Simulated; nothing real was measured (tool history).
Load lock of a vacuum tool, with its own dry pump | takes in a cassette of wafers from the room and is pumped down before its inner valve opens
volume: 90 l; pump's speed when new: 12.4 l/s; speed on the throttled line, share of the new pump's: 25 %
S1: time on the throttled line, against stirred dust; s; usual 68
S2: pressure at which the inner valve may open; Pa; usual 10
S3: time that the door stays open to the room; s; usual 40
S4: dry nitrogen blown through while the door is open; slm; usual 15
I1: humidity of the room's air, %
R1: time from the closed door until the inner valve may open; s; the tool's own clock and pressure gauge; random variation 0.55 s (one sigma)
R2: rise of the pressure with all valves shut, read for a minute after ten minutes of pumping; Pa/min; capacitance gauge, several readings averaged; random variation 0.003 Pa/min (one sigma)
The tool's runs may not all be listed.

run     hour   S1  S2   S3  S4    I1     R1     R2
  1      0.0   68  10   40  15  44.0  117.6  0.020
  2    393.6   68  10   40  15  45.0  118.5  0.025
  3    781.9   68  10   40   8  44.7  118.9  0.029
  4   1217.5   68  10   40   8  43.6  117.1  0.030
  5   1726.7   68  10  112  15  42.8  118.1  0.034
  6   2171.4   68  10  112  15  48.4  119.0  0.036
  7   2527.6   68  10  112  15  42.7  118.2  0.038
  8   2881.0   68  10  112  15  42.8  118.2  0.037
  9   3163.7   68  10   40  15  41.4  117.3  0.023
 10   3667.6   68  10   40  15  43.4  118.8  0.023
 11   4243.2   68  10   40  15  42.2  118.2  0.016
 12   4581.7   68  10   40  15  42.4  118.6  0.022
 13   4850.6   68  10   40  15  47.3  118.9  0.024
 14   5445.6   68  10   40  15  43.7  118.5  0.025
 15   6092.5   68  10   40  15  47.7  118.0  0.026
 16   6728.3   68  10   40  15  45.6  118.1  0.028
 17   7148.8   68  10   40  15  47.2  118.9  0.022
 18   7562.9  113  10   40  15  39.4  152.2  0.020
 19   7967.0  113  10   40  15  41.5  153.3  0.027
 20   8296.6   49   9   25  15  43.1  105.0  0.014
 21   8666.4   67   9   25  15  43.0  117.8  0.018
 22   9029.6   66  10   63  15  47.4  117.1  0.031
 23   9487.5   66  13   87   4  43.3  114.5  0.043
 24   9843.3   66  13  152   4  45.4  115.5  0.054
 25  10401.5   68   7  189   8  44.4  121.6  0.056
 26  10853.8   68  19   40   9  45.1  112.7  0.026
 27  11286.6   80   8   40  15  44.5  128.8  0.031
 28  11661.5   51  10   40   8  45.3  105.2  0.027
 29  12235.8   83  10  139  15  45.6  129.9  0.042
 30  12727.0   83  10  139  15  43.5  129.8  0.045
 31  13354.6   83   7  139   7  43.8  131.5  0.047
 32  13923.7   68  10   29  15  43.0  118.8  0.022

Forecast run 33:
 33  14362.5  68  10  29  15  44.5   ?   ?

Run 33 gave R1 117.5 s, R2 0.023 Pa/min.
Without the tool's hidden state the same run would have given R1 117.5 s, R2 0.021 Pa/min.
